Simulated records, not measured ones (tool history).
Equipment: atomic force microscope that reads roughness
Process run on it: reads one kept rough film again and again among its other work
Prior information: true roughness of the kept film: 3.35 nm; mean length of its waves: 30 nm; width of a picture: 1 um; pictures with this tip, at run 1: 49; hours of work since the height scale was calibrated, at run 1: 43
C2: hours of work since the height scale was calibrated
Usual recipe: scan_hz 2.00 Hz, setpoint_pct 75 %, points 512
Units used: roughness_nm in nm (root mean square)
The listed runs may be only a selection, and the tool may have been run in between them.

Run 1, hour 0.0: usual settings; pictures with this tip 49; C2 43. Result: roughness_nm 2.759 nm (root mean square).
Run 2, hour 7.1: usual settings; pictures with this tip 60; C2 49. Result: roughness_nm 2.768 nm (root mean square).
Run 3, hour 11.5: usual settings; pictures with this tip 66; C2 52. Result: roughness_nm 2.760 nm (root mean square).
Run 4, hour 18.7: usual settings; pictures with this tip 77; C2 58. Result: roughness_nm 2.764 nm (root mean square).
Run 5, hour 28.6: usual settings; pictures with this tip 92; C2 65. Result: roughness_nm 2.732 nm (root mean square).
Run 6, hour 38.6: usual settings but points 643; pictures with this tip 106; C2 73. Result: roughness_nm 2.732 nm (root mean square).
Run 7, hour 47.8: usual settings but points 643; pictures with this tip 120; C2 80. Result: roughness_nm 2.711 nm (root mean square).
Run 8, hour 56.2: usual settings but points 643; pictures with this tip 132; C2 87. Result: roughness_nm 2.700 nm (root mean square).
Run 9, hour 62.4: usual settings but scan_hz 3.69 Hz; pictures with this tip 141; C2 91. Result: roughness_nm 2.515 nm (root mean square).
Run 10, hour 70.7: usual settings but scan_hz 3.69 Hz; pictures with this tip 154; C2 98. Result: roughness_nm 2.497 nm (root mean square).
Run 11, hour 79.3: usual settings but scan_hz 3.69 Hz; pictures with this tip 166; C2 105. Result: roughness_nm 2.504 nm (root mean square).
Run 12, hour 83.9: usual settings but scan_hz 3.69 Hz; pictures with this tip 173; C2 108. Result: roughness_nm 2.478 nm (root mean square).
Run 13, hour 89.2: usual settings but scan_hz 3.69 Hz; pictures with this tip 181; C2 112. Result: roughness_nm 2.472 nm (root mean square).
Run 14, hour 98.7: usual settings; pictures with this tip 195; C2 120. Result: roughness_nm 2.667 nm (root mean square).
Run 15, hour 103.3: usual settings; pictures with this tip 202; C2 123. Result: roughness_nm 2.660 nm (root mean square).
Run 16, hour 110.7: usual settings; pictures with this tip 213; C2 129. Result: roughness_nm 2.648 nm (root mean square).
Run 17, hour 118.8: usual settings; pictures with this tip 225; C2 135. Result: roughness_nm 2.643 nm (root mean square).
Run 18, hour 123.8: usual settings but scan_hz 1.22 Hz; pictures with this tip 232; C2 139. Result: roughness_nm 2.742 nm (root mean square).
Run 19, hour 129.7: usual settings but scan_hz 1.22 Hz; pictures with this tip 241; C2 144. Result: roughness_nm 2.753 nm (root mean square).
Run 20, hour 135.4: usual settings but scan_hz 1.01 Hz, setpoint_pct 57 %, points 351; pictures with this tip 249; C2 148. Result: roughness_nm 2.842 nm (root mean square).
Run 21, hour 144.8: usual settings but scan_hz 2.52 Hz, setpoint_pct 84 %, points 354; pictures with this tip 263; C2 155. Result: roughness_nm 2.385 nm (root mean square).
Run 22, hour 154.2: usual settings but scan_hz 2.18 Hz, points 452; pictures with this tip 277; C2 163. Result: roughness_nm 2.589 nm (root mean square).
Run 23, hour 158.5: usual settings but scan_hz 1.06 Hz, setpoint_pct 86 %, points 814; pictures with this tip 284; C2 166. Result: roughness_nm 2.627 nm (root mean square).
Run 24, hour 165.5: usual settings but scan_hz 0.76 Hz, setpoint_pct 81 %, points 380; pictures with this tip 294; C2 171. Result: roughness_nm 2.708 nm (root mean square).
Run 25, hour 175.1: usual settings but scan_hz 0.72 Hz, setpoint_pct 70 %, points 284; pictures with this tip 308; C2 179. Result: roughness_nm 2.753 nm (root mean square).
Run 26, hour 184.0: usual settings but scan_hz 3.94 Hz, points 488; pictures with this tip 321; C2 186. Result: roughness_nm 2.353 nm (root mean square).
Run 27, hour 189.5: usual settings but scan_hz 2.80 Hz, points 832; pictures with this tip 329; C2 190. Result: roughness_nm 2.490 nm (root mean square).
Run 28, hour 194.8: usual settings but scan_hz 1.50 Hz, points 756; pictures with this tip 337; C2 194. Result: roughness_nm 2.653 nm (root mean square).
At hour 197.5: new tip fitted.
Run 29, hour 203.8: usual settings but scan_hz 1.08 Hz; pictures with this tip 10; C2 201. Result: roughness_nm 2.925 nm (root mean square).
Run 30, hour 210.0: usual settings but scan_hz 1.08 Hz; pictures with this tip 19; C2 206. Result: roughness_nm 2.964 nm (root mean square).
Run 31, hour 217.4: usual settings but scan_hz 1.76 Hz, setpoint_pct 80 %, points 444; pictures with this tip 30; C2 211. Result: roughness_nm 2.747 nm (root mean square).
Run 32, hour 227.1: usual settings but scan_hz 3.98 Hz, setpoint_pct 84 %, points 326; pictures with this tip 44; C2 219. Result: roughness_nm 2.302 nm (root mean square).
Run 33, hour 234.6: usual settings but setpoint_pct 58 %; pictures with this tip 55; C2 225. Result: roughness_nm 2.957 nm (root mean square).
Run 34, hour 244.2: usual settings but setpoint_pct 58 %; pictures with this tip 69; C2 232. Result: roughness_nm 2.947 nm (root mean square).
Run 35, hour 252.8: usual settings but setpoint_pct 58 %; pictures with this tip 82; C2 239. Result: roughness_nm 2.928 nm (root mean square).
Run 36, hour 258.8: usual settings but scan_hz 2.43 Hz, setpoint_pct 68 %, points 414; pictures with this tip 91; C2 244. Result: roughness_nm 2.782 nm (root mean square).
Run 37, hour 268.0: usual settings but scan_hz 1.16 Hz, setpoint_pct 74 %, points 894; pictures with this tip 104; C2 251. Result: roughness_nm 2.869 nm (root mean square).

Describe how what the log doesn't record of the tool's condition differs between the last listed run preceding each entry between runs and the first listed run following it.
From run 28 to run 29: new tip fitted (hour 197.5)
  radius of the tip, nm: 12.3 -> 5.4; height scale over the true one, %: 0.26 -> 0.27
  difference, measured minus the result without the unlogged condition, roughness_nm: -0.258 -> -0.010 nm (root mean square)

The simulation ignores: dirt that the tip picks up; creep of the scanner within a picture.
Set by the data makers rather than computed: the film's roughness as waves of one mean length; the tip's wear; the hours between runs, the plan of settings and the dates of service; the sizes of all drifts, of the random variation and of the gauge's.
